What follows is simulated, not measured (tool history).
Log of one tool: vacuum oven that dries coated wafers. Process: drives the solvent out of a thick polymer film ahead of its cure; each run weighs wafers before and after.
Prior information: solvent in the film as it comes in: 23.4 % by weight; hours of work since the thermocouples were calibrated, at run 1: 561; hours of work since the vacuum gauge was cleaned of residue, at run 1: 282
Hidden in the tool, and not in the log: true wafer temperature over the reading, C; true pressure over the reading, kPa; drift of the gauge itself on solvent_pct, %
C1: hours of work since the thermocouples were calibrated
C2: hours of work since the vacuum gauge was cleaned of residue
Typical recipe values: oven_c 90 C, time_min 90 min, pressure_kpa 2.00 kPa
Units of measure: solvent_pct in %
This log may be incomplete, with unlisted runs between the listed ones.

Run 1, hour 0.0: usual settings; C1 561; C2 282. Result: solvent_pct 5.66 %.
Run 2, hour 7.1: usual settings but oven_c 97 C; C1 566; C2 287. Result: solvent_pct 3.20 %.
Run 3, hour 16.8: usual settings but oven_c 97 C; C1 572; C2 293. Result: solvent_pct 3.41 %.
Run 4, hour 31.8: usual settings but oven_c 97 C; C1 582; C2 303. Result: solvent_pct 3.30 %.
Run 5, hour 42.6: usual settings but oven_c 97 C; C1 589; C2 310. Result: solvent_pct 3.39 %.
Run 6, hour 56.8: usual settings but oven_c 97 C; C1 598; C2 319. Result: solvent_pct 3.31 %.
Run 7, hour 70.3: usual settings but oven_c 97 C; C1 607; C2 328. Result: solvent_pct 3.34 %.
Run 8, hour 77.4: usual settings but oven_c 97 C; C1 612; C2 333. Result: solvent_pct 3.44 %.
Run 9, hour 91.6: usual settings but oven_c 97 C; C1 621; C2 342. Result: solvent_pct 3.41 %.
Run 10, hour 105.6: usual settings but time_min 74 min; C1 630; C2 351. Result: solvent_pct 6.96 %.
Run 11, hour 118.9: usual settings but time_min 74 min; C1 639; C2 360. Result: solvent_pct 7.00 %.
Run 12, hour 133.4: usual settings but time_min 117 min; C1 649; C2 370. Result: solvent_pct 4.15 %.
Run 13, hour 140.0: usual settings but time_min 117 min; C1 653; C2 374. Result: solvent_pct 4.23 %.
Run 14, hour 151.6: usual settings but time_min 146 min, pressure_kpa 7.64 kPa; C1 661; C2 382. Result: solvent_pct 5.92 %.
At hour 154.3: vacuum gauge cleaned of residue and calibrated.
At hour 164.1: oven's thermocouples calibrated.
Run 15, hour 170.2: usual settings but oven_c 102 C, pressure_kpa 4.54 kPa; C1 4; C2 9. Result: solvent_pct 3.07 %.
Run 16, hour 177.0: usual settings but oven_c 88 C, pressure_kpa 1.95 kPa; C1 9; C2 14. Result: solvent_pct 6.62 %.
Run 17, hour 184.1: usual settings but time_min 140 min; C1 13; C2 18. Result: solvent_pct 3.39 %.
Run 18, hour 194.0: usual settings but time_min 140 min; C1 20; C2 25. Result: solvent_pct 3.36 %.
Run 19, hour 202.0: usual settings but oven_c 104 C, pressure_kpa 3.86 kPa; C1 25; C2 30. Result: solvent_pct 2.41 %.
At hour 206.8: vacuum gauge cleaned of residue and calibrated, once more.
Run 20, hour 212.7: usual settings but oven_c 104 C, pressure_kpa 3.86 kPa; C1 31; C2 4. Result: solvent_pct 2.32 %.
Run 21, hour 220.0: usual settings but oven_c 76 C, pressure_kpa 1.25 kPa; C1 36; C2 9. Result: solvent_pct 11.11 %.
Run 22, hour 229.3: usual settings but oven_c 80 C, time_min 71 min, pressure_kpa 6.29 kPa; C1 42; C2 15. Result: solvent_pct 13.22 %.
Run 23, hour 240.0: usual settings but oven_c 80 C, time_min 71 min, pressure_kpa 4.42 kPa; C1 49; C2 22. Result: solvent_pct 12.41 %.
Run 24, hour 247.8: usual settings but oven_c 80 C, time_min 71 min, pressure_kpa 4.42 kPa; C1 54; C2 27. Result: solvent_pct 12.25 %.
Run 25, hour 259.0: usual settings but oven_c 97 C, time_min 93 min, pressure_kpa 1.44 kPa; C1 61; C2 34. Result: solvent_pct 2.90 %.
Run 26, hour 271.4: usual settings but oven_c 97 C, time_min 93 min, pressure_kpa 1.44 kPa; C1 69; C2 42. Result: solvent_pct 3.00 %.

Each row is a separate what-if for the run after 26, all from the same tool condition, not one after another. Results?
Run A, hour 281.1: usual settings but oven_c 85 C; C1 76; C2 49. Result: solvent_pct ?.
Run B, hour 281.1: usual settings but oven_c 97 C, time_min 93 min, pressure_kpa 2.38 kPa; C1 76; C2 49. Result: solvent_pct ?.
Run C, hour 281.1: usual settings but oven_c 104 C, time_min 75 min, pressure_kpa 3.73 kPa; C1 76; C2 49. Result: solvent_pct ?.
Run D, hour 281.1: usual settings but oven_c 81 C, time_min 93 min, pressure_kpa 1.62 kPa; C1 76; C2 49. Result: solvent_pct ?.

run  solvent_pct
  A         7.65
  B         3.24
  C         2.94
  D         9.19
With the hidden condition removed and each run's random variation left untouched, the same runs would have given:
run  solvent_pct
  A         7.72
  B         3.28
  C         2.98
  D         9.26

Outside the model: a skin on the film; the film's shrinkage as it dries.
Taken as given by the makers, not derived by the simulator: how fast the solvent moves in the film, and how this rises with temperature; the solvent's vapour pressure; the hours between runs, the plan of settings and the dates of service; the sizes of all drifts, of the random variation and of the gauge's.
